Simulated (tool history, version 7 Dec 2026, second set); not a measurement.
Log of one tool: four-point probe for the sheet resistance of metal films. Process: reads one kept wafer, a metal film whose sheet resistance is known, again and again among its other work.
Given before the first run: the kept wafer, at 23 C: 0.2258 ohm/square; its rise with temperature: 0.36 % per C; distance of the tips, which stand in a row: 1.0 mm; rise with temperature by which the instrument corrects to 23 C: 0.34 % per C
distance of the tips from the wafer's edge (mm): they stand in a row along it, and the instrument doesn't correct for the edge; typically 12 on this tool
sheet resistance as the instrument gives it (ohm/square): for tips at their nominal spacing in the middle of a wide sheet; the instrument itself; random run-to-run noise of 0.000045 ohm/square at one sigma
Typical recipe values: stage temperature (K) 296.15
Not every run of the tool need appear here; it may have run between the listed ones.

run	hour	stage temperature (K)	distance of the tips from the wafer's edge (mm)	sheet resistance as the instrument gives it (ohm/square)
1	0.0	296.15	12	0.227159
2	11.0	296.15	12	0.227153
3	27.0	296.15	4	0.233628
4	36.5	298.15	12	0.227245
5	47.6	298.15	38	0.226554
6	58.6	296.15	18	0.226773
7	70.8	296.15	18	0.226711
8	82.3	296.15	18	0.226775
9	96.9	299.15	18	0.226930
10	110.2	302.15	15	0.227116
11	121.5	296.15	6	0.229694
12	131.5	308.15	13	0.227652
13	141.4	300.15	9	0.228112
14	155.6	298.15	74	0.226508

Forecast each of these 5 alternatives for the next run:
A	169.1	297.15	74	?
B	169.1	295.15	5	?
C	169.1	301.15	8	?
D	169.1	294.15	66	?
E	169.1	293.15	4	?

run	sheet resistance as the instrument gives it (ohm/square)
A	0.226415
B	0.231157
C	0.228523
D	0.226330
E	0.233628
Without the tool's unlogged condition, the same runs would have read:
run	sheet resistance as the instrument gives it (ohm/square)
A	0.225822
B	0.230552
C	0.227927
D	0.225736
E	0.233016

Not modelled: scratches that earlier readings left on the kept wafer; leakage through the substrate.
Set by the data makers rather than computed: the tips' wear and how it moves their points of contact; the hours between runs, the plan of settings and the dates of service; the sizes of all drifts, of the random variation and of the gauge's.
